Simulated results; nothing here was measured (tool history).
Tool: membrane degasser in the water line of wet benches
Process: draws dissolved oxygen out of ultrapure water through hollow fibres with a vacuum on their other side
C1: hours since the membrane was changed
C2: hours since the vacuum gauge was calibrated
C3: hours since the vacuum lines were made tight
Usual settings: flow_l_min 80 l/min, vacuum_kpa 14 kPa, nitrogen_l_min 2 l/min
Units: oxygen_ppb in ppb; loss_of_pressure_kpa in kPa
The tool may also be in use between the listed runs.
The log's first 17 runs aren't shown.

At day 88.842: seals of the vacuum lines changed.
Run 18, day 88.842: usual settings but flow_l_min 65 l/min, vacuum_kpa 10.7 kPa, nitrogen_l_min 0.96 l/min; C1 6592; C2 3147; C3 0. Result: oxygen_ppb 860.3 ppb, loss_of_pressure_kpa 49.17 kPa.
Run 19, day 92.6: usual settings but flow_l_min 106 l/min, vacuum_kpa 15.2 kPa, nitrogen_l_min 3.18 l/min; C1 6682; C2 3237; C3 90. Result: oxygen_ppb 888.4 ppb, loss_of_pressure_kpa 80.09 kPa.
Run 20, day 96.533: usual settings but flow_l_min 106 l/min, vacuum_kpa 15.2 kPa, nitrogen_l_min 3.18 l/min; C1 6777; C2 3331; C3 185. Result: oxygen_ppb 889.6 ppb, loss_of_pressure_kpa 80.1 kPa.
Run 21, day 102.05: usual settings but flow_l_min 106 l/min, vacuum_kpa 15.2 kPa, nitrogen_l_min 3.18 l/min; C1 6909; C2 3464; C3 317. Result: oxygen_ppb 889.6 ppb, loss_of_pressure_kpa 80.5 kPa.
Run 22, day 107.15: usual settings but flow_l_min 71 l/min, vacuum_kpa 9.2 kPa, nitrogen_l_min 2.07 l/min; C1 7032; C2 3586; C3 439. Result: oxygen_ppb 446.8 ppb, loss_of_pressure_kpa 53.76 kPa.
At day 107.512: vacuum gauge calibrated.
Run 23, day 111.742: usual settings but vacuum_kpa 15.7 kPa, nitrogen_l_min 3.18 l/min; C1 7141; C2 102; C3 549. Result: oxygen_ppb 692.7 ppb, loss_of_pressure_kpa 60.54 kPa.
Run 24, day 117.658: usual settings but vacuum_kpa 15.7 kPa, nitrogen_l_min 3.18 l/min; C1 7283; C2 243; C3 691. Result: oxygen_ppb 689.5 ppb, loss_of_pressure_kpa 60.65 kPa.
Run 25, day 121.317: usual settings but flow_l_min 108 l/min, vacuum_kpa 10.6 kPa, nitrogen_l_min 1.97 l/min; C1 7371; C2 331; C3 779. Result: oxygen_ppb 849.9 ppb, loss_of_pressure_kpa 81.83 kPa.
Run 26, day 125.362: usual settings but flow_l_min 108 l/min, vacuum_kpa 10.6 kPa, nitrogen_l_min 1.97 l/min; C1 7468; C2 428; C3 876. Result: oxygen_ppb 848.9 ppb, loss_of_pressure_kpa 81.84 kPa.
Run 27, day 129.788: usual settings but flow_l_min 108 l/min, vacuum_kpa 10.6 kPa, nitrogen_l_min 1.97 l/min; C1 7574; C2 535; C3 982. Result: oxygen_ppb 850.2 ppb, loss_of_pressure_kpa 81.92 kPa.
Run 28, day 135.55: usual settings but flow_l_min 108 l/min, vacuum_kpa 10.6 kPa, nitrogen_l_min 1.97 l/min; C1 7713; C2 673; C3 1120. Result: oxygen_ppb 850.4 ppb, loss_of_pressure_kpa 81.82 kPa.
Run 29, day 138.646: usual settings but flow_l_min 55 l/min, vacuum_kpa 8.7 kPa, nitrogen_l_min 0.85 l/min; C1 7787; C2 747; C3 1195. Result: oxygen_ppb 628.6 ppb, loss_of_pressure_kpa 41.84 kPa.
At day 142.904: vacuum gauge calibrated, once more.
Run 30, day 145.288: usual settings but flow_l_min 60 l/min, vacuum_kpa 13.1 kPa, nitrogen_l_min 1.7 l/min; C1 7946; C2 57; C3 1354. Result: oxygen_ppb 683.1 ppb, loss_of_pressure_kpa 45.53 kPa.
Run 31, day 151.575: usual settings but flow_l_min 88 l/min, vacuum_kpa 23.2 kPa, nitrogen_l_min 3.2 l/min; C1 8097; C2 208; C3 1505. Result: oxygen_ppb 1108.9 ppb, loss_of_pressure_kpa 66.74 kPa.
Run 32, day 157.204: usual settings but flow_l_min 88 l/min, vacuum_kpa 23.2 kPa, nitrogen_l_min 3.2 l/min; C1 8232; C2 343; C3 1640. Result: oxygen_ppb 1106.8 ppb, loss_of_pressure_kpa 66.86 kPa.

Forecast each of these 4 alternatives for the next run:
Run A, day 160.112: usual settings but flow_l_min 113 l/min, vacuum_kpa 23.2 kPa, nitrogen_l_min 3.79 l/min; C1 8302; C2 413; C3 1709. Result: oxygen_ppb ?, loss_of_pressure_kpa ?.
Run B, day 160.112: usual settings but flow_l_min 59 l/min, vacuum_kpa 8.8 kPa, nitrogen_l_min 4.9 l/min; C1 8302; C2 413; C3 1709. Result: oxygen_ppb ?, loss_of_pressure_kpa ?.
Run C, day 160.112: usual settings but flow_l_min 73 l/min, vacuum_kpa 15.6 kPa, nitrogen_l_min 5.91 l/min; C1 8302; C2 413; C3 1709. Result: oxygen_ppb ?, loss_of_pressure_kpa ?.
Run D, day 160.112: usual settings but flow_l_min 76 l/min, vacuum_kpa 23.2 kPa, nitrogen_l_min 3.2 l/min; C1 8302; C2 413; C3 1709. Result: oxygen_ppb ?, loss_of_pressure_kpa ?.

run  oxygen_ppb  loss_of_pressure_kpa
  A      1245.7                 85.78
  B       170.1                 44.73
  C       379.3                 55.61
  D       970.4                 57.74
Without the tool's hidden state the same runs would have given:
run  oxygen_ppb  loss_of_pressure_kpa
  A      1235.7                 84.12
  B       168.2                 43.86
  C       375.4                 54.54
  D       966.2                 56.63

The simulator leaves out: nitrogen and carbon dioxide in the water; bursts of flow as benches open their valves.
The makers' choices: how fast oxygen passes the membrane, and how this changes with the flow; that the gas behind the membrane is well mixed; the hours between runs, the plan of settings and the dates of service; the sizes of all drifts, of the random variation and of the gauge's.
